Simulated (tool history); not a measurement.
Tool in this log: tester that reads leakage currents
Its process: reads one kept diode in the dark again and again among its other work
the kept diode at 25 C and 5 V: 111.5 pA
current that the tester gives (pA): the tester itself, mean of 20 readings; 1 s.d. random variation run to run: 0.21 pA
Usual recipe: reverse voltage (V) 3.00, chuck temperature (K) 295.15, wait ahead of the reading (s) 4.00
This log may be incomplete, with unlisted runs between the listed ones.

run	hour	reverse voltage (V)	chuck temperature (K)	wait ahead of the reading (s)	current that the tester gives (pA)
1	0.0	3.00	295.15	4.00	70.49
2	48.7	3.00	295.15	4.00	70.79
3	100.3	7.47	295.15	4.00	108.66
4	130.3	7.47	295.15	4.00	108.85
5	171.8	7.47	295.15	4.00	108.99
6	217.7	7.47	295.15	4.00	109.93
7	246.0	7.47	295.15	4.00	110.00
8	284.0	7.47	295.15	6.58	109.53
9	332.0	2.27	317.15	4.00	407.34
10	364.1	2.27	317.15	4.00	407.92
11	392.4	12.96	317.15	7.73	887.92
12	448.5	3.12	306.15	2.63	190.03
13	476.4	18.19	306.15	4.07	424.13

Below are 3 alternative next runs, each starting from the tool's condition after run 13. Predict each:
A	500.6	1.28	306.15	4.07	?
B	500.6	10.29	325.15	1.42	?
C	500.6	7.49	295.15	4.00	?

run	current that the tester gives (pA)
A	126.46
B	1510.29
C	110.34
What these runs would have given with no unlogged condition in the tool:
run	current that the tester gives (pA)
A	124.89
B	1496.16
C	101.80

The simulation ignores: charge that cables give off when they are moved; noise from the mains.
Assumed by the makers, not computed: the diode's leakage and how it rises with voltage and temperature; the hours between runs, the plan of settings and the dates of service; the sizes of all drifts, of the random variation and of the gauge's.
